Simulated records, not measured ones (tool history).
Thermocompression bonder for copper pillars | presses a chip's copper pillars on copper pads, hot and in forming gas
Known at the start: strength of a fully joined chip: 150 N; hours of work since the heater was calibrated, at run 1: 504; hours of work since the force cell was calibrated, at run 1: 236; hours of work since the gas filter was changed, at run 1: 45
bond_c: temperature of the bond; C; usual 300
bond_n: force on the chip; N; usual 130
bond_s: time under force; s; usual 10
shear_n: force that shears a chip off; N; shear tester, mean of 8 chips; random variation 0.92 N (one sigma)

run	hour	bond_c	bond_n	bond_s	hours of work since the heater was calibrated	hours of work since the force cell was calibrated	hours of work since the gas filter was changed	shear_n
1	0	300	130	10	504	236	45	107.6
2	6.7	300	130	10	509	240	49	105.7
3	21.9	300	130	17	519	251	60	118.1
4	33.4	300	130	10	527	259	68	104.3
5	46.5	300	130	10	536	268	77	106.1
6	52.7	300	130	10	540	272	81	105.3
7	60.6	300	130	10	546	278	86	104
8	71	300	130	10	553	285	94	105.2
9	86	300	130	10	563	295	104	105.2
10	95.7	300	130	10	570	302	111	104
11	105.5	273	130	10	577	309	117	83.1
12	118.1	300	130	10	585	317	126	103.8
13	125.4	300	130	10	590	322	131	105.3
14	134.3	300	130	10	596	328	137	104.5
15	146.9	300	130	10	605	337	146	103.6
16	156.1	300	130	10	611	343	152	104.1
# hour 159.2: heater calibrated with a thermocouple chip
17	169.8	300	130	10	7	351	160	105
18	183.3	310	130	10	17	361	169	112.4
19	189.9	310	130	10	21	365	174	112.3
20	202.9	310	130	10	30	374	183	110.5
# hour 208.2: heater calibrated with a thermocouple chip, once more
21	213.5	315	101	8	4	380	189	94.3
# hour 222.8: forming gas filter changed
22	224.3	315	101	8	11	387	1	96.9
23	234.6	304	130	25	18	394	8	126.5
24	242	292	136	20	23	399	13	117.2
25	254.5	300	130	6	31	408	22	89.8
26	267.9	288	130	16	41	417	31	106.6
27	278.5	292	130	10	48	424	38	97.7
28	292.5	296	191	6	58	434	48	105.5
29	303.5	300	130	27	65	442	55	127.8
30	315.5	300	130	27	73	450	64	125.4
31	322.2	274	114	14	78	454	68	84.2
32	335.7	300	158	10	87	464	78	111.2
33	347.5	300	177	10	95	472	86	114.8
34	357	301	130	10	102	478	92	103.2
35	364.3	300	118	10	107	483	97	97.7
36	379.2	279	124	7	117	494	108	74
37	391.1	270	120	8	125	502	116	69
38	406.2	278	117	12	136	512	126	84.7
39	415.6	300	141	13	142	519	133	111.8
40	425.8	300	175	5	149	526	140	97.9

How the hidden state differs across the entries between the runs, from the last listed run before each to the first after it:
Between runs 16 and 17: heater calibrated with a thermocouple chip (hour 159.2)
  true temperature of the bond over the reading, C: 3.9 -> 5.8; oxide that the forming gas leaves, % of the face: 3.34 -> 3.48
  measured less the result without the state, shear_n: -0.9 -> +0.3 N
Between runs 20 and 21: heater calibrated with a thermocouple chip, once more (hour 208.2)
  true temperature of the bond over the reading, C: 6 -> -0.1; oxide that the forming gas leaves, % of the face: 3.91 -> 4.02
  measured less the result without the state, shear_n: -0.7 -> -4.4 N
Between runs 21 and 22: forming gas filter changed (hour 222.8)
  true temperature of the bond over the reading, C: -0.1 -> 0; force that reaches the chip, % of what is set: 98.2 -> 98.1; oxide that the forming gas leaves, % of the face: 4.02 -> 0.63
  measured less the result without the state, shear_n: -4.4 -> -1.1 N

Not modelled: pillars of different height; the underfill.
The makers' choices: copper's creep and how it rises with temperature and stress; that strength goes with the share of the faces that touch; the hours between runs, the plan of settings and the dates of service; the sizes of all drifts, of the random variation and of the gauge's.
